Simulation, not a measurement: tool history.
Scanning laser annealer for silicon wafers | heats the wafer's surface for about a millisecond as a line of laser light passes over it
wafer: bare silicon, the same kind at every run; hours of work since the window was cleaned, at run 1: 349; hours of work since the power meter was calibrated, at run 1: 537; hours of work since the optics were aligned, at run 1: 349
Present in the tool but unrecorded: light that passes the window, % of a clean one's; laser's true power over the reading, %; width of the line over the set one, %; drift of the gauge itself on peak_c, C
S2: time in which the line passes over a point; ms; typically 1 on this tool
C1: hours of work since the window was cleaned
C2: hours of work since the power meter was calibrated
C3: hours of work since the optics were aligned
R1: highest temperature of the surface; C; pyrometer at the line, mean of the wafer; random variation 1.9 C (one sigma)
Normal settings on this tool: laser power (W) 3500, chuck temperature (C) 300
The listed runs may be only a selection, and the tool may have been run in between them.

Run 1, hour 0: usual settings; C1 349; C2 537; C3 349. Result: R1 1136 C.
Run 2, hour 69.4: usual settings; C1 398; C2 585; C3 398. Result: R1 1136 C.
At hour 109.8: window over the wafer cleaned.
Run 3, hour 120.1: usual settings but laser power (W) 3764; C1 7; C2 619; C3 432. Result: R1 1202 C.
Run 4, hour 166.4: usual settings; C1 40; C2 652; C3 464. Result: R1 1139 C.
Run 5, hour 220.6: usual settings; C1 77; C2 689; C3 502. Result: R1 1136 C.
Run 6, hour 284: usual settings; C1 122; C2 734; C3 546. Result: R1 1139 C.
Run 7, hour 319.6: usual settings; C1 146; C2 758; C3 571. Result: R1 1137 C.
Run 8, hour 385.7: usual settings but laser power (W) 3691; C1 193; C2 805; C3 617. Result: R1 1182 C.
Run 9, hour 417.6: usual settings; C1 215; C2 827; C3 639. Result: R1 1139 C.
Run 10, hour 475.8: usual settings; C1 255; C2 868; C3 680. Result: R1 1138 C.
Run 11, hour 532.5: usual settings but chuck temperature (C) 287; C1 295; C2 907; C3 719. Result: R1 1125 C.
Run 12, hour 576: usual settings; C1 325; C2 937; C3 750. Result: R1 1135 C.
Run 13, hour 618.2: usual settings but S2 0.93 ms; C1 355; C2 967; C3 779. Result: R1 1105 C.
Run 14, hour 662.7: usual settings but laser power (W) 3825, S2 0.72 ms, chuck temperature (C) 304; C1 386; C2 998; C3 810. Result: R1 1069 C.
At hour 720.4: window over the wafer cleaned.
Run 15, hour 726.1: usual settings but laser power (W) 3011, S2 0.98 ms, chuck temperature (C) 279; C1 4; C2 1041; C3 853. Result: R1 997 C.
Run 16, hour 767.5: usual settings but laser power (W) 3439, S2 0.73 ms, chuck temperature (C) 293; C1 33; C2 1070; C3 882. Result: R1 992 C.
Run 17, hour 836.3: usual settings but laser power (W) 3120, S2 0.95 ms; C1 81; C2 1118; C3 930. Result: R1 1031 C.

Expected results for the next run?
Run 18, hour 887.2: usual settings but laser power (W) 2990, chuck temperature (C) 266; C1 116; C2 1153; C3 966. Result: R1 ?.

R1: 985 C
Minus the tool's unlogged condition, the same run would have read R1 986 C.
